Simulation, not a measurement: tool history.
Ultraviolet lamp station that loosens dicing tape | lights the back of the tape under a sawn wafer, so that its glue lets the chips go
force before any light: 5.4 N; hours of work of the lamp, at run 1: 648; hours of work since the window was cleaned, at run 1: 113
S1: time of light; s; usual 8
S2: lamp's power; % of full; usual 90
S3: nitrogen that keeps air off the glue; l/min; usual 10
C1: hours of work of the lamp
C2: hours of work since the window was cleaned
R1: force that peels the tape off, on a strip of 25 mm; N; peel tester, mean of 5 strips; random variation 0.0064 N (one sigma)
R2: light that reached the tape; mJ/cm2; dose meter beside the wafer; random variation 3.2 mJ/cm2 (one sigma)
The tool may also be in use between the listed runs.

{"run": 1, "hour": 0.0, "S1": 8, "S2": 90, "S3": 10, "C1": 648, "C2": 113, "R1": 0.29, "R2": 406}
{"run": 2, "hour": 54.4, "S1": 9, "S2": 90, "S3": 10, "C1": 683, "C2": 147, "R1": 0.228, "R2": 457}
{"run": 3, "hour": 93.1, "S1": 9, "S2": 90, "S3": 10, "C1": 707, "C2": 172, "R1": 0.236, "R2": 447}
{"run": 4, "hour": 137.5, "S1": 9, "S2": 90, "S3": 10, "C1": 735, "C2": 200, "R1": 0.247, "R2": 439}
{"run": 5, "hour": 173.8, "S1": 9, "S2": 90, "S3": 17, "C1": 758, "C2": 223, "R1": 0.181, "R2": 434}
{"run": 6, "hour": 243.6, "S1": 9, "S2": 90, "S3": 17, "C1": 802, "C2": 267, "R1": 0.189, "R2": 420}
{"run": 7, "hour": 302.3, "S1": 5, "S2": 90, "S3": 17, "C1": 839, "C2": 304, "R1": 0.641, "R2": 228}
{"run": 8, "hour": 341.6, "S1": 8, "S2": 90, "S3": 10, "C1": 864, "C2": 329, "R1": 0.373, "R2": 357}
{"run": 9, "hour": 400.5, "S1": 8, "S2": 90, "S3": 10, "C1": 901, "C2": 366, "R1": 0.408, "R2": 348}
{"run": 10, "hour": 457.3, "S1": 8, "S2": 90, "S3": 10, "C1": 937, "C2": 402, "R1": 0.417, "R2": 347}
{"run": 11, "hour": 498.2, "S1": 8, "S2": 90, "S3": 10, "C1": 963, "C2": 427, "R1": 0.429, "R2": 346}
{"run": 12, "hour": 543.7, "S1": 8, "S2": 90, "S3": 10, "C1": 992, "C2": 456, "R1": 0.439, "R2": 335}
{"run": 13, "hour": 621.8, "S1": 8, "S2": 90, "S3": 10, "C1": 1041, "C2": 505, "R1": 0.464, "R2": 319}
{"run": 14, "hour": 664.0, "S1": 15, "S2": 90, "S3": 10, "C1": 1068, "C2": 532, "R1": 0.151, "R2": 591}
{"run": 15, "hour": 696.2, "S1": 8, "S2": 90, "S3": 10, "C1": 1088, "C2": 552, "R1": 0.509, "R2": 310}
{"hour": 711.6, "done": "window cleaned of glue's vapour"}
{"run": 16, "hour": 754.4, "S1": 8, "S2": 90, "S3": 10, "C1": 1124, "C2": 27, "R1": 0.369, "R2": 369}
{"run": 17, "hour": 802.1, "S1": 6, "S2": 90, "S3": 10, "C1": 1154, "C2": 57, "R1": 0.643, "R2": 272}
{"run": 18, "hour": 841.7, "S1": 6, "S2": 90, "S3": 10, "C1": 1180, "C2": 82, "R1": 0.702, "R2": 266}
{"run": 19, "hour": 881.8, "S1": 6, "S2": 90, "S3": 10, "C1": 1205, "C2": 107, "R1": 0.69, "R2": 264}
{"run": 20, "hour": 938.0, "S1": 6, "S2": 62, "S3": 10, "C1": 1240, "C2": 143, "R1": 1.3, "R2": 177}
{"run": 21, "hour": 1009.0, "S1": 6, "S2": 62, "S3": 10, "C1": 1285, "C2": 188, "R1": 1.354, "R2": 169}
{"run": 22, "hour": 1058.2, "S1": 8, "S2": 90, "S3": 10, "C1": 1316, "C2": 219, "R1": 0.473, "R2": 321}
{"run": 23, "hour": 1106.1, "S1": 8, "S2": 94, "S3": 17, "C1": 1346, "C2": 249, "R1": 0.298, "R2": 329}
{"run": 24, "hour": 1183.5, "S1": 12, "S2": 83, "S3": 5, "C1": 1395, "C2": 298, "R1": 0.464, "R2": 423}
{"run": 25, "hour": 1260.1, "S1": 12, "S2": 94, "S3": 12, "C1": 1444, "C2": 346, "R1": 0.197, "R2": 471}
{"run": 26, "hour": 1307.1, "S1": 12, "S2": 94, "S3": 12, "C1": 1473, "C2": 376, "R1": 0.2, "R2": 455}
{"run": 27, "hour": 1362.6, "S1": 5, "S2": 94, "S3": 6, "C1": 1508, "C2": 411, "R1": 1.613, "R2": 185}
{"run": 28, "hour": 1421.0, "S1": 4, "S2": 61, "S3": 6, "C1": 1545, "C2": 448, "R1": 2.958, "R2": 89}
{"run": 29, "hour": 1476.1, "S1": 4, "S2": 76, "S3": 6, "C1": 1580, "C2": 483, "R1": 2.588, "R2": 112}
{"run": 30, "hour": 1508.3, "S1": 12, "S2": 82, "S3": 18, "C1": 1600, "C2": 503, "R1": 0.251, "R2": 361}
{"run": 31, "hour": 1565.3, "S1": 8, "S2": 85, "S3": 10, "C1": 1636, "C2": 539, "R1": 0.821, "R2": 243}
{"hour": 1600.0, "done": "window cleaned of glue's vapour"}
{"run": 32, "hour": 1621.8, "S1": 4, "S2": 68, "S3": 15, "C1": 1672, "C2": 14, "R1": 1.847, "R2": 120}
{"run": 33, "hour": 1666.5, "S1": 4, "S2": 70, "S3": 7, "C1": 1700, "C2": 42, "R1": 2.42, "R2": 116}
{"run": 34, "hour": 1730.3, "S1": 4, "S2": 90, "S3": 12, "C1": 1740, "C2": 82, "R1": 1.566, "R2": 149}
{"run": 35, "hour": 1778.6, "S1": 4, "S2": 90, "S3": 12, "C1": 1771, "C2": 113, "R1": 1.604, "R2": 144}
{"run": 36, "hour": 1847.4, "S1": 15, "S2": 65, "S3": 7, "C1": 1814, "C2": 156, "R1": 0.465, "R2": 372}
{"hour": 1854.4, "done": "lamp changed"}
{"run": 37, "hour": 1926.2, "S1": 15, "S2": 97, "S3": 19, "C1": 45, "C2": 205, "R1": 0.115, "R2": 917}
{"run": 38, "hour": 1991.2, "S1": 12, "S2": 85, "S3": 4, "C1": 86, "C2": 246, "R1": 0.248, "R2": 621}
{"run": 39, "hour": 2065.1, "S1": 9, "S2": 68, "S3": 11, "C1": 133, "C2": 293, "R1": 0.328, "R2": 364}
{"run": 40, "hour": 2133.3, "S1": 12, "S2": 62, "S3": 3, "C1": 176, "C2": 336, "R1": 0.711, "R2": 432}
{"run": 41, "hour": 2191.4, "S1": 14, "S2": 68, "S3": 3, "C1": 213, "C2": 373, "R1": 0.471, "R2": 545}
{"run": 42, "hour": 2226.3, "S1": 7, "S2": 90, "S3": 18, "C1": 235, "C2": 395, "R1": 0.254, "R2": 358}
{"run": 43, "hour": 2293.0, "S1": 9, "S2": 84, "S3": 4, "C1": 277, "C2": 437, "R1": 0.6, "R2": 417}

Forecast each of these 3 alternatives for the next run:
{"run": "A", "hour": 2330.5, "S1": 14, "S2": 90, "S3": 5, "C1": 301, "C2": 461, "R1": "?", "R2": "?"}
{"run": "B", "hour": 2330.5, "S1": 14, "S2": 78, "S3": 12, "C1": 301, "C2": 461, "R1": "?", "R2": "?"}
{"run": "C", "hour": 2330.5, "S1": 14, "S2": 94, "S3": 5, "C1": 301, "C2": 461, "R1": "?", "R2": "?"}

run=A R1=0.188 R2=676
run=B R1=0.137 R2=591
run=C R1=0.175 R2=705
Without the tool's hidden state the same runs would have given:
run=A R1=0.137 R2=873
run=B R1=0.116 R2=761
run=C R1=0.131 R2=909
